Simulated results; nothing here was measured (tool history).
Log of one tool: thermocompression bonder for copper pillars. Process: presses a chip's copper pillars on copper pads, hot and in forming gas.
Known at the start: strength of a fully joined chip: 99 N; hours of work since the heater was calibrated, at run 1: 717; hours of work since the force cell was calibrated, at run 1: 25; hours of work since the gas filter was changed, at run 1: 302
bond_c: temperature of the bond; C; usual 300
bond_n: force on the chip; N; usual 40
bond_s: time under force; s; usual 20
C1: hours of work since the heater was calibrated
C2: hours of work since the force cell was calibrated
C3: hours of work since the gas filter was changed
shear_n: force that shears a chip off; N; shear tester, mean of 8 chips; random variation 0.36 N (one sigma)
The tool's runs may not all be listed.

run 1 hour=0 | bond_c=300 bond_n=40 bond_s=20 | C1=717 C2=25 C3=302 | shear_n=39.8
run 2 hour=6.8 | bond_c=300 bond_n=40 bond_s=20 | C1=720 C2=28 C3=305 | shear_n=39.6
run 3 hour=19.2 | bond_c=300 bond_n=40 bond_s=20 | C1=725 C2=33 C3=310 | shear_n=39.3
run 4 hour=29.1 | bond_c=300 bond_n=53 bond_s=20 | C1=729 C2=37 C3=315 | shear_n=52.6
run 5 hour=40.5 | bond_c=330 bond_n=40 bond_s=20 | C1=734 C2=42 C3=319 | shear_n=50.9
run 6 hour=51 | bond_c=300 bond_n=42 bond_s=20 | C1=738 C2=46 C3=324 | shear_n=41.3
run 7 hour=63.5 | bond_c=300 bond_n=40 bond_s=20 | C1=744 C2=52 C3=329 | shear_n=39.2
run 8 hour=71 | bond_c=300 bond_n=40 bond_s=20 | C1=747 C2=55 C3=332 | shear_n=39.4
run 9 hour=82.6 | bond_c=300 bond_n=40 bond_s=20 | C1=752 C2=60 C3=337 | shear_n=39
run 10 hour=92.2 | bond_c=283 bond_n=40 bond_s=20 | C1=756 C2=64 C3=341 | shear_n=32.3
run 11 hour=102.3 | bond_c=283 bond_n=40 bond_s=20 | C1=760 C2=68 C3=345 | shear_n=33.1
run 12 hour=116.3 | bond_c=283 bond_n=40 bond_s=20 | C1=766 C2=74 C3=351 | shear_n=32.4
run 13 hour=130.5 | bond_c=283 bond_n=40 bond_s=20 | C1=772 C2=80 C3=357 | shear_n=33.2
run 14 hour=138.9 | bond_c=283 bond_n=40 bond_s=20 | C1=775 C2=83 C3=360 | shear_n=32.6
run 15 hour=147.3 | bond_c=314 bond_n=40 bond_s=20 | C1=779 C2=87 C3=364 | shear_n=44.2
run 16 hour=158.1 | bond_c=314 bond_n=40 bond_s=20 | C1=783 C2=91 C3=368 | shear_n=44
run 17 hour=164.3 | bond_c=314 bond_n=40 bond_s=20 | C1=786 C2=94 C3=371 | shear_n=44.2
run 18 hour=176.1 | bond_c=319 bond_n=42 bond_s=28 | C1=791 C2=99 C3=376 | shear_n=54.2
run 19 hour=183.5 | bond_c=319 bond_n=27 bond_s=28 | C1=794 C2=102 C3=379 | shear_n=33.8
run 20 hour=196.8 | bond_c=276 bond_n=26 bond_s=20 | C1=799 C2=107 C3=385 | shear_n=17.2
run 21 hour=205.9 | bond_c=276 bond_n=26 bond_s=20 | C1=803 C2=111 C3=388 | shear_n=16.8
run 22 hour=212.6 | bond_c=306 bond_n=24 bond_s=39 | C1=806 C2=114 C3=391 | shear_n=29.7
run 23 hour=225.9 | bond_c=302 bond_n=49 bond_s=20 | C1=811 C2=119 C3=397 | shear_n=48.6
run 24 hour=235.1 | bond_c=302 bond_n=52 bond_s=11 | C1=815 C2=123 C3=401 | shear_n=41.6
run 25 hour=247.2 | bond_c=302 bond_n=52 bond_s=11 | C1=820 C2=128 C3=406 | shear_n=41.2

The next listed run, before its measurement:
run 26 hour=261.2 | bond_c=302 bond_n=32 bond_s=56 | C1=826 C2=134 C3=412 | shear_n=?

{"run 26": {"shear_n": 44.5}}
Without the tool's hidden state the same run would have given shear_n 46.8 N.
